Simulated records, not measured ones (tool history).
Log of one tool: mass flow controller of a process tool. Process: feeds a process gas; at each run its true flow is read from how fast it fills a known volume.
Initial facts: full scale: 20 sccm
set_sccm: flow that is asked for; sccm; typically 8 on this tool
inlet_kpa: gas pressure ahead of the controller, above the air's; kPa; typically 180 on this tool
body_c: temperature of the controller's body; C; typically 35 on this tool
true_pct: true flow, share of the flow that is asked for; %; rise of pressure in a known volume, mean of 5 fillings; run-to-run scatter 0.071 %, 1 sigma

run     day  set_sccm  inlet_kpa  body_c  true_pct
  1   0.000         8        180      35     98.77
  2   3.592         8        180      35     98.83
  3   6.588         8        180      35     98.73
  4   9.892         8        189      35     98.73
  5  14.596         8        189      35     98.84
  6  17.562         8        189      35     98.81
  7  22.375         8        189      35     98.76
  8  25.388         8        152      27     97.67
  9  27.458         8        255      29     98.45
 10  30.000         8        255      29     98.42
 11  34.342         5        246      35     98.13
 12  38.204         8        246      35     98.95
 13  40.308        13        223      21     98.29
 14  44.546        13        223      21     98.33

Run by run, hidden condition taken away, random variation retained:
Unlogged tool condition in this case: flow at rest that the sensor doesn't see, % of full scale; true flow over the shown one, %; drift of the gauge itself on true_pct, %.
run  true_pct
  1     99.45
  2     99.53
  3     99.46
  4     99.48
  5     99.63
  6     99.62
  7     99.60
  8     98.54
  9     99.33
 10     99.32
 11     99.50
 12     99.90
 13     98.96
 14     99.03
